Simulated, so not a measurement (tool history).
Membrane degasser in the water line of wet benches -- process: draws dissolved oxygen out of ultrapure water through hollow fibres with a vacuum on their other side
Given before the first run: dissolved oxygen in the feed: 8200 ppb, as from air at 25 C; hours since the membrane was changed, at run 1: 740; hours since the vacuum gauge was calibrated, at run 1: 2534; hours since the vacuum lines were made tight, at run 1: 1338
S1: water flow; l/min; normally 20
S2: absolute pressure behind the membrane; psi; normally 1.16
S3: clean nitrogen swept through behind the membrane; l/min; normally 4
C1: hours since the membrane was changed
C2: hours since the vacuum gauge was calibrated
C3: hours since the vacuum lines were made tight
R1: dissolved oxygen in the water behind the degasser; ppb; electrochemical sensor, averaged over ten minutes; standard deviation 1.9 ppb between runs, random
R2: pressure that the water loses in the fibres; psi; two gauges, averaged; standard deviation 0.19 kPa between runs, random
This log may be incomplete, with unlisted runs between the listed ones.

run 1 hour=0 | S1=20 S2=1.16 S3=4 | C1=740 C2=2534 C3=1338 | R1=192.1 R2=5.774
run 2 hour=133.3 | S1=20 S2=1.16 S3=4 | C1=873 C2=2667 C3=1471 | R1=194.2 R2=5.79
run 3 hour=276.7 | S1=20 S2=1.16 S3=4 | C1=1017 C2=2811 C3=1615 | R1=193.9 R2=5.781
run 4 hour=460.5 | S1=20 S2=1.16 S3=4 | C1=1201 C2=2994 C3=1799 | R1=188.2 R2=5.759
run 5 hour=644.9 | S1=20 S2=1.16 S3=4 | C1=1385 C2=3179 C3=1983 | R1=194.5 R2=5.733
run 6 hour=748.2 | S1=20 S2=1.16 S3=4 | C1=1488 C2=3282 C3=2086 | R1=196.1 R2=5.758
run 7 hour=963.4 | S1=20 S2=1.16 S3=4 | C1=1704 C2=3497 C3=2302 | R1=200.5 R2=5.778
run 8 hour=1141.6 | S1=20 S2=1.16 S3=4 | C1=1882 C2=3675 C3=2480 | R1=203 R2=5.825
run 9 hour=1233.6 | S1=20 S2=0.827 S3=4 | C1=1974 C2=3767 C3=2572 | R1=172.5 R2=5.823
run 10 hour=1362.2 | S1=20 S2=0.827 S3=4 | C1=2102 C2=3896 C3=2700 | R1=169.4 R2=5.791
run 11 hour=1464 | S1=24 S2=1.16 S3=4 | C1=2204 C2=3998 C3=2802 | R1=248.6 R2=7.005
run 12 hour=1562.7 | S1=24 S2=1.16 S3=4 | C1=2303 C2=4097 C3=2901 | R1=249.1 R2=7.01
run 13 hour=1748.7 | S1=24 S2=1.16 S3=4 | C1=2489 C2=4283 C3=3087 | R1=250.7 R2=7.059
run 14 hour=1927.9 | S1=24 S2=1.16 S3=4 | C1=2668 C2=4462 C3=3266 | R1=251.4 R2=7.029
run 15 hour=2083.7 | S1=20 S2=1.16 S3=1.81 | C1=2824 C2=4617 C3=3422 | R1=273.6 R2=5.889
run 16 hour=2259.8 | S1=32 S2=1.519 S3=3.56 | C1=3000 C2=4794 C3=3598 | R1=404.8 R2=9.449
run 17 hour=2469.6 | S1=32 S2=1.519 S3=2.11 | C1=3210 C2=5003 C3=3808 | R1=506.1 R2=9.396
run 18 hour=2635.6 | S1=13 S2=1.16 S3=4 | C1=3376 C2=5169 C3=3974 | R1=122 R2=3.861
run 19 hour=2845.4 | S1=12 S2=1.739 S3=8.82 | C1=3585 C2=5379 C3=4183 | R1=100.9 R2=3.532
run 20 hour=2998.7 | S1=21 S2=1.16 S3=11.16 | C1=3739 C2=5533 C3=4337 | R1=178.5 R2=6.167
run 21 hour=3110.5 | S1=21 S2=1.16 S3=11.16 | C1=3851 C2=5644 C3=4449 | R1=181.7 R2=6.253
run 22 hour=3326.8 | S1=20 S2=1.16 S3=3.42 | C1=4067 C2=5861 C3=4665 | R1=220.5 R2=5.822
run 23 hour=3428.8 | S1=13 S2=1.16 S3=1.75 | C1=4169 C2=5963 C3=4767 | R1=174.6 R2=3.846
run 24 hour=3535.4 | S1=20 S2=1.063 S3=4.69 | C1=4275 C2=6069 C3=4874 | R1=194.5 R2=5.929
-- hour=3624.7 vacuum gauge calibrated
run 25 hour=3685 | S1=20 S2=1.063 S3=4.69 | C1=4425 C2=60 C3=5023 | R1=190.9 R2=5.925
run 26 hour=3824.7 | S1=20 S2=1.063 S3=4.69 | C1=4564 C2=200 C3=5162 | R1=194.5 R2=5.923
run 27 hour=4020.2 | S1=20 S2=0.766 S3=4.27 | C1=4760 C2=395 C3=5358 | R1=171.7 R2=6.006
run 28 hour=4182.7 | S1=20 S2=1.574 S3=3.75 | C1=4922 C2=558 C3=5520 | R1=249.6 R2=5.925
run 29 hour=4349 | S1=31 S2=1.16 S3=2.77 | C1=5089 C2=724 C3=5687 | R1=386 R2=9.272
run 30 hour=4500.8 | S1=31 S2=1.16 S3=3.44 | C1=5240 C2=876 C3=5838 | R1=353.8 R2=9.255

For each run, the measured value with the value that run would have given without the tool's hidden condition subtracted. The run-to-run variation is shared by both, the gauge scatter possibly not:
The tool's hidden condition here consists of: membrane still open, %; true pressure behind the membrane over the reading, kPa; air that leaks in behind the membrane, l/min; drift of the gauge itself on oxygen_ppb, %; drift of the gauge itself on loss_of_pressure_kpa, %.
run=1 R1=+5.2 R2=+0.032
run=2 R1=+5.9 R2=+0.038
run=3 R1=+6.7 R2=+0.045
run=4 R1=+7.5 R2=+0.054
run=5 R1=+8.7 R2=+0.062
run=6 R1=+9.3 R2=+0.067
run=7 R1=+10.7 R2=+0.078
run=8 R1=+11.8 R2=+0.084
run=9 R1=+11.8 R2=+0.09
run=10 R1=+12.3 R2=+0.096
run=11 R1=+15.6 R2=+0.12
run=12 R1=+16.4 R2=+0.126
run=13 R1=+17.6 R2=+0.139
run=14 R1=+18.8 R2=+0.149
run=15 R1=+21.4 R2=+0.131
run=16 R1=+27.3 R2=+0.225
run=17 R1=+33.6 R2=+0.242
run=18 R1=+13.3 R2=+0.103
run=19 R1=+11.1 R2=+0.102
run=20 R1=+19.8 R2=+0.187
run=21 R1=+20.8 R2=+0.193
run=22 R1=+25 R2=+0.191
run=23 R1=+20.8 R2=+0.129
run=24 R1=+24.3 R2=+0.203
run=25 R1=+20.7 R2=+0.21
run=26 R1=+21.9 R2=+0.218
run=27 R1=+22.3 R2=+0.228
run=28 R1=+24.5 R2=+0.235
run=29 R1=+37.3 R2=+0.379
run=30 R1=+37.3 R2=+0.39
